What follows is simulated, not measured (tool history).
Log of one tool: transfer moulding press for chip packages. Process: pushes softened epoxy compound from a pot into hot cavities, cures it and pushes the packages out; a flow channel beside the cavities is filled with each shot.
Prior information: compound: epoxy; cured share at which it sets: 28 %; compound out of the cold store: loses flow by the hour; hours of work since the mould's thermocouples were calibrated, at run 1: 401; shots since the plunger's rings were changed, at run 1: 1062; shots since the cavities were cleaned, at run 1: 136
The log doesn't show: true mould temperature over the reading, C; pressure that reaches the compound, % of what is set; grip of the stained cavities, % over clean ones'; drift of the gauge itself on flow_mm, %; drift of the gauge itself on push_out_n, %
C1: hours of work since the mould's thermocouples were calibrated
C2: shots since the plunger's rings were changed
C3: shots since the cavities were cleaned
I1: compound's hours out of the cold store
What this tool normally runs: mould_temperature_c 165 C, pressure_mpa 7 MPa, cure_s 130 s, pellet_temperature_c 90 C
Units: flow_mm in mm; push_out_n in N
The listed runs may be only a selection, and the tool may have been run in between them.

{"run": 1, "hour": 0.0, "mould_temperature_c": 165, "pressure_mpa": 7, "cure_s": 130, "pellet_temperature_c": 90, "C1": 401, "C2": 1062, "C3": 136, "I1": 38, "flow_mm": 686, "push_out_n": 316}
{"hour": 63.3, "done": "cavities cleaned with cleaning compound and waxed"}
{"run": 2, "hour": 80.1, "mould_temperature_c": 172, "pressure_mpa": 7, "cure_s": 130, "pellet_temperature_c": 90, "C1": 446, "C2": 1702, "C3": 136, "I1": 34.9, "flow_mm": 675, "push_out_n": 276}
{"hour": 88.3, "done": "mould's thermocouples calibrated"}
{"run": 3, "hour": 121.3, "mould_temperature_c": 172, "pressure_mpa": 7, "cure_s": 130, "pellet_temperature_c": 90, "C1": 19, "C2": 2021, "C3": 455, "I1": 46.3, "flow_mm": 631, "push_out_n": 271}
{"hour": 145.7, "done": "cavities cleaned with cleaning compound and waxed"}
{"run": 4, "hour": 175.6, "mould_temperature_c": 165, "pressure_mpa": 7, "cure_s": 130, "pellet_temperature_c": 90, "C1": 48, "C2": 2451, "C3": 243, "I1": 26.5, "flow_mm": 741, "push_out_n": 318}
{"hour": 215.5, "done": "plunger's sealing rings changed"}
{"hour": 229.4, "done": "cavities cleaned with cleaning compound and waxed"}
{"run": 5, "hour": 258.7, "mould_temperature_c": 165, "pressure_mpa": 7, "cure_s": 130, "pellet_temperature_c": 90, "C1": 93, "C2": 340, "C3": 238, "I1": 45.6, "flow_mm": 654, "push_out_n": 309}
{"hour": 306.7, "done": "cavities cleaned with cleaning compound and waxed"}
{"run": 6, "hour": 338.1, "mould_temperature_c": 165, "pressure_mpa": 7, "cure_s": 130, "pellet_temperature_c": 90, "C1": 137, "C2": 974, "C3": 255, "I1": 19, "flow_mm": 779, "push_out_n": 306}
{"hour": 388.0, "done": "cavities cleaned with cleaning compound and waxed"}
{"run": 7, "hour": 419.4, "mould_temperature_c": 165, "pressure_mpa": 7, "cure_s": 130, "pellet_temperature_c": 90, "C1": 182, "C2": 1624, "C3": 255, "I1": 15.6, "flow_mm": 788, "push_out_n": 321}
{"hour": 468.2, "done": "cavities cleaned with cleaning compound and waxed"}
{"run": 8, "hour": 499.6, "mould_temperature_c": 165, "pressure_mpa": 7, "cure_s": 132, "pellet_temperature_c": 90, "C1": 226, "C2": 2265, "C3": 256, "I1": 15.7, "flow_mm": 788, "push_out_n": 325}
{"hour": 550.4, "done": "cavities cleaned with cleaning compound and waxed"}
{"hour": 562.1, "done": "plunger's sealing rings changed"}
{"run": 9, "hour": 562.1, "mould_temperature_c": 165, "pressure_mpa": 7, "cure_s": 132, "pellet_temperature_c": 90, "C1": 259, "C2": 0, "C3": 75, "I1": 8.6, "flow_mm": 830, "push_out_n": 293}
{"hour": 633.0, "done": "cavities cleaned with cleaning compound and waxed"}
{"run": 10, "hour": 637.9, "mould_temperature_c": 165, "pressure_mpa": 7, "cure_s": 132, "pellet_temperature_c": 90, "C1": 301, "C2": 604, "C3": 39, "I1": 25.1, "flow_mm": 757, "push_out_n": 294}
{"run": 11, "hour": 683.0, "mould_temperature_c": 165, "pressure_mpa": 7, "cure_s": 119, "pellet_temperature_c": 90, "C1": 326, "C2": 972, "C3": 407, "I1": 45.9, "flow_mm": 660, "push_out_n": 338}
{"hour": 716.8, "done": "cavities cleaned with cleaning compound and waxed"}
{"run": 12, "hour": 735.9, "mould_temperature_c": 165, "pressure_mpa": 7, "cure_s": 119, "pellet_temperature_c": 90, "C1": 355, "C2": 1390, "C3": 155, "I1": 45.9, "flow_mm": 655, "push_out_n": 327}
{"hour": 794.3, "done": "cavities cleaned with cleaning compound and waxed"}
{"run": 13, "hour": 801.5, "mould_temperature_c": 163, "pressure_mpa": 7, "cure_s": 130, "pellet_temperature_c": 90, "C1": 391, "C2": 1912, "C3": 58, "I1": 47, "flow_mm": 662, "push_out_n": 318}
{"hour": 875.9, "done": "cavities cleaned with cleaning compound and waxed"}
{"run": 14, "hour": 877.0, "mould_temperature_c": 163, "pressure_mpa": 7, "cure_s": 130, "pellet_temperature_c": 90, "C1": 433, "C2": 2515, "C3": 10, "I1": 39.6, "flow_mm": 692, "push_out_n": 324}
{"hour": 905.9, "done": "mould's thermocouples calibrated"}
{"hour": 908.4, "done": "plunger's sealing rings changed"}
{"run": 15, "hour": 948.4, "mould_temperature_c": 162, "pressure_mpa": 6.47, "cure_s": 130, "pellet_temperature_c": 90, "C1": 23, "C2": 326, "C3": 555, "I1": 46.6, "flow_mm": 639, "push_out_n": 369}
{"hour": 964.1, "done": "cavities cleaned with cleaning compound and waxed"}
{"run": 16, "hour": 998.8, "mould_temperature_c": 162, "pressure_mpa": 6.47, "cure_s": 130, "pellet_temperature_c": 90, "C1": 50, "C2": 724, "C3": 283, "I1": 18.7, "flow_mm": 764, "push_out_n": 363}
{"hour": 1042.9, "done": "cavities cleaned with cleaning compound and waxed"}
{"run": 17, "hour": 1053.8, "mould_temperature_c": 165, "pressure_mpa": 7, "cure_s": 148, "pellet_temperature_c": 99, "C1": 80, "C2": 1159, "C3": 88, "I1": 36.2, "flow_mm": 692, "push_out_n": 284}
{"run": 18, "hour": 1102.3, "mould_temperature_c": 165, "pressure_mpa": 5.55, "cure_s": 148, "pellet_temperature_c": 91, "C1": 107, "C2": 1554, "C3": 483, "I1": 14.2, "flow_mm": 706, "push_out_n": 284}
{"hour": 1123.1, "done": "cavities cleaned with cleaning compound and waxed"}
{"run": 19, "hour": 1160.1, "mould_temperature_c": 165, "pressure_mpa": 5.55, "cure_s": 148, "pellet_temperature_c": 91, "C1": 139, "C2": 2012, "C3": 301, "I1": 43.1, "flow_mm": 591, "push_out_n": 273}
{"hour": 1203.0, "done": "cavities cleaned with cleaning compound and waxed"}
{"run": 20, "hour": 1211.5, "mould_temperature_c": 162, "pressure_mpa": 7.8, "cure_s": 111, "pellet_temperature_c": 94, "C1": 167, "C2": 2419, "C3": 70, "I1": 44.4, "flow_mm": 706, "push_out_n": 430}
{"hour": 1255.5, "done": "plunger's sealing rings changed"}
{"hour": 1288.8, "done": "cavities cleaned with cleaning compound and waxed"}
{"run": 21, "hour": 1295.8, "mould_temperature_c": 162, "pressure_mpa": 7.8, "cure_s": 111, "pellet_temperature_c": 86, "C1": 213, "C2": 316, "C3": 57, "I1": 34.7, "flow_mm": 749, "push_out_n": 466}
{"run": 22, "hour": 1351.2, "mould_temperature_c": 164, "pressure_mpa": 6.61, "cure_s": 161, "pellet_temperature_c": 84, "C1": 244, "C2": 767, "C3": 508, "I1": 27.4, "flow_mm": 728, "push_out_n": 287}
{"hour": 1366.7, "done": "cavities cleaned with cleaning compound and waxed"}
{"run": 23, "hour": 1413.7, "mould_temperature_c": 164, "pressure_mpa": 6.61, "cure_s": 161, "pellet_temperature_c": 92, "C1": 278, "C2": 1263, "C3": 382, "I1": 11.7, "flow_mm": 793, "push_out_n": 287}

What does the tool deliver on the next run?
{"hour": 1449.5, "done": "cavities cleaned with cleaning compound and waxed"}
{"run": 24, "hour": 1487.7, "mould_temperature_c": 165, "pressure_mpa": 7, "cure_s": 130, "pellet_temperature_c": 95, "C1": 319, "C2": 1854, "C3": 311, "I1": 45.1, "flow_mm": "?", "push_out_n": "?"}

{"run 24": {"flow_mm": 657, "push_out_n": 291}}
If the tool had no hidden condition, the same run with the same run-to-run variation would have returned flow_mm 658 mm, push_out_n 287 N.
